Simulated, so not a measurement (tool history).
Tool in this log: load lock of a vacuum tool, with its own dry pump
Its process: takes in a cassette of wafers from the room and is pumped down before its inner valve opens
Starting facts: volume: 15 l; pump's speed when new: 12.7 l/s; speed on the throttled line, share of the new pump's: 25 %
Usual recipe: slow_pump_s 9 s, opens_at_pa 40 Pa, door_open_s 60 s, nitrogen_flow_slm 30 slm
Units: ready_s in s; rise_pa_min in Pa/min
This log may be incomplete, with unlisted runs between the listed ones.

| run | hour | slow_pump_s | opens_at_pa | door_open_s | nitrogen_flow_slm | incoming humidity of the room's air, % | ready_s | rise_pa_min |
|---|---|---|---|---|---|---|---|---|
| 1 | 0 | 9 | 40 | 60 | 30 | 43.5 | 16.6 | 0.253 |
| 2 | 283.1 | 9 | 40 | 60 | 30 | 45.4 | 16.7 | 0.267 |
| 3 | 447.8 | 9 | 40 | 60 | 30 | 45 | 16.7 | 0.271 |
| 4 | 704.7 | 9 | 40 | 60 | 30 | 46.7 | 16.6 | 0.272 |
| 5 | 898.4 | 9 | 40 | 60 | 30 | 43.7 | 16.7 | 0.263 |
| 6 | 1090.2 | 9 | 40 | 60 | 30 | 47.8 | 16.8 | 0.277 |
| 7 | 1302.5 | 9 | 40 | 60 | 30 | 44.3 | 16.8 | 0.287 |
| 8 | 1579.6 | 9 | 40 | 60 | 30 | 42.2 | 16.9 | 0.288 |
| 9 | 1808.6 | 9 | 40 | 60 | 30 | 43.1 | 16.9 | 0.301 |
| 10 | 2000.5 | 9 | 40 | 60 | 30 | 42.1 | 16.5 | 0.305 |
| 11 | 2147 | 7 | 40 | 60 | 30 | 45 | 15.5 | 0.302 |
| 12 | 2391.4 | 9 | 40 | 60 | 30 | 44.9 | 16.9 | 0.308 |
| 13 | 2599.7 | 9 | 31 | 60 | 30 | 42.9 | 17.3 | 0.325 |
| 14 | 2741.7 | 9 | 31 | 60 | 30 | 45.6 | 17.5 | 0.324 |
| 15 | 3040.6 | 9 | 66 | 60 | 30 | 46.2 | 16.4 | 0.324 |
| 16 | 3274.3 | 9 | 54 | 60 | 30 | 43.8 | 16.9 | 0.338 |
| 17 | 3421.9 | 7 | 31 | 60 | 8 | 42.6 | 16.3 | 0.347 |
| 18 | 3588.7 | 7 | 31 | 60 | 8 | 44.1 | 15.8 | 0.348 |
| 19 | 3870 | 12 | 47 | 203 | 5 | 48.3 | 18.8 | 0.389 |
| 20 | 4078.7 | 12 | 47 | 203 | 5 | 42.9 | 19.1 | 0.389 |
| 21 | 4283 | 7 | 40 | 60 | 14 | 47.1 | 15.6 | 0.371 |
| 22 | 4543.3 | 9 | 40 | 60 | 30 | 43.9 | 17.2 | 0.36 |
| 23 | 4705.9 | 9 | 63 | 60 | 30 | 45.2 | 16.6 | 0.371 |
| 24 | 4959.4 | 9 | 63 | 60 | 30 | 46.5 | 16.3 | 0.379 |

Measured minus without-hidden-state, run by run (identical run-to-run variation in each term; gauge scatter may differ):
Hidden conditions of the tool in this case: pump's speed, % of a new pump's; leak at the door's seal, Pa l/s; drift of the gauge itself on ready_s, %; drift of the gauge itself on rise_pa_min, %.
| run | ready_s | rise_pa_min |
|---|---|---|
| 1 | +0.7 | +0.236 |
| 2 | +0.6 | +0.244 |
| 3 | +0.7 | +0.25 |
| 4 | +0.8 | +0.253 |
| 5 | +0.8 | +0.251 |
| 6 | +0.8 | +0.259 |
| 7 | +0.8 | +0.271 |
| 8 | +0.8 | +0.274 |
| 9 | +0.9 | +0.282 |
| 10 | +0.8 | +0.289 |
| 11 | +0.9 | +0.281 |
| 12 | +0.9 | +0.295 |
| 13 | +0.9 | +0.302 |
| 14 | +1 | +0.304 |
| 15 | +0.9 | +0.306 |
| 16 | +0.9 | +0.314 |
| 17 | +1.2 | +0.317 |
| 18 | +1.1 | +0.318 |
| 19 | +0.9 | +0.329 |
| 20 | +1 | +0.337 |
| 21 | +1.1 | +0.343 |
| 22 | +1.1 | +0.342 |
| 23 | +1.1 | +0.354 |
| 24 | +1.1 | +0.356 |
